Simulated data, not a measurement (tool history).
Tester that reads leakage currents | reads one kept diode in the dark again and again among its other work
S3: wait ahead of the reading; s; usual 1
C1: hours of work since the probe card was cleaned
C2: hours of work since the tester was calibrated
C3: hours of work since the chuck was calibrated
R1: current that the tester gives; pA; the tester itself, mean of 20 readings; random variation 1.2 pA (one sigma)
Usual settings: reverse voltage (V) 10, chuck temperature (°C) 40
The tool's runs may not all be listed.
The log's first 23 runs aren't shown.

Run 24, hour 1892.9: usual settings but reverse voltage (V) 1.3, chuck temperature (°C) 31, S3 0.75 s; C1 240; C2 1398; C3 725. Result: R1 93.97 pA.
Run 25, hour 2000.5: usual settings but reverse voltage (V) 7, chuck temperature (°C) 45, S3 0.8 s; C1 324; C2 1482; C3 808. Result: R1 555.75 pA.
Run 26, hour 2081.9: usual settings but reverse voltage (V) 7, chuck temperature (°C) 45, S3 0.8 s; C1 388; C2 1545; C3 872. Result: R1 558.06 pA.
Run 27, hour 2178.6: usual settings but reverse voltage (V) 13.3, chuck temperature (°C) 33, S3 0.8 s; C1 463; C2 1620; C3 947. Result: R1 234.48 pA.
Run 28, hour 2223.8: usual settings but reverse voltage (V) 13.3, chuck temperature (°C) 33, S3 0.8 s; C1 498; C2 1655; C3 982. Result: R1 234.54 pA.
Run 29, hour 2315.6: usual settings but reverse voltage (V) 13.3, chuck temperature (°C) 33, S3 0.8 s; C1 569; C2 1727; C3 1054. Result: R1 235.59 pA.
Run 30, hour 2370: usual settings but reverse voltage (V) 13.3, chuck temperature (°C) 24, S3 0.8 s; C1 612; C2 1769; C3 1096. Result: R1 100.23 pA.
Run 31, hour 2458.2: usual settings but reverse voltage (V) 1.2, chuck temperature (°C) 38, S3 1.82 s; C1 680; C2 1838; C3 1165. Result: R1 173.78 pA.
Run 32, hour 2532.6: usual settings but reverse voltage (V) 15, S3 3.41 s; C1 738; C2 1896; C3 1222. Result: R1 459.35 pA.
Run 33, hour 2604.4: usual settings but reverse voltage (V) 15, chuck temperature (°C) 30, S3 4.11 s; C1 794; C2 1951; C3 1278. Result: R1 184 pA.
Run 34, hour 2677.2: usual settings but reverse voltage (V) 16.5, chuck temperature (°C) 30, S3 4.11 s; C1 851; C2 2008; C3 1335. Result: R1 189.92 pA.
Run 35, hour 2737.9: usual settings but reverse voltage (V) 12, chuck temperature (°C) 48, S3 2.22 s; C1 898; C2 2055; C3 1382. Result: R1 852.73 pA.
Run 36, hour 2822: usual settings but reverse voltage (V) 4.5, chuck temperature (°C) 48, S3 6.3 s; C1 963; C2 2121; C3 1448. Result: R1 623.49 pA.
Run 37, hour 2880.7: usual settings but reverse voltage (V) 4.5, chuck temperature (°C) 48, S3 6.3 s; C1 1009; C2 2166; C3 1493. Result: R1 622.8 pA.
Run 38, hour 2933.5: usual settings but reverse voltage (V) 8.2, chuck temperature (°C) 52; C1 1050; C2 2207; C3 1534. Result: R1 1050.87 pA.
Run 39, hour 2983.1: usual settings but reverse voltage (V) 8.2, chuck temperature (°C) 52; C1 1089; C2 2246; C3 1573. Result: R1 1053.09 pA.
Run 40, hour 3039.9: usual settings but reverse voltage (V) 1.5, chuck temperature (°C) 34, S3 2.17 s; C1 1133; C2 2290; C3 1617. Result: R1 130.33 pA.

3 ways to go on from here, each from the tool as it stands after run 40. What would each give?
Run A, hour 3125.3: usual settings but reverse voltage (V) 2.2, chuck temperature (°C) 34, S3 2.17 s; C1 1199; C2 2357; C3 1684. Result: R1 ?.
Run B, hour 3125.3: usual settings but reverse voltage (V) 1.1, chuck temperature (°C) 31; C1 1199; C2 2357; C3 1684. Result: R1 ?.
Run C, hour 3125.3: usual settings but reverse voltage (V) 5.5, chuck temperature (°C) 25, S3 8.99 s; C1 1199; C2 2357; C3 1684. Result: R1 ?.

run     R1
  A  146.4
  B  89.39
  C     83
Without the tool's hidden state the same runs would have given:
run      R1
  A  146.31
  B   89.33
  C   82.92
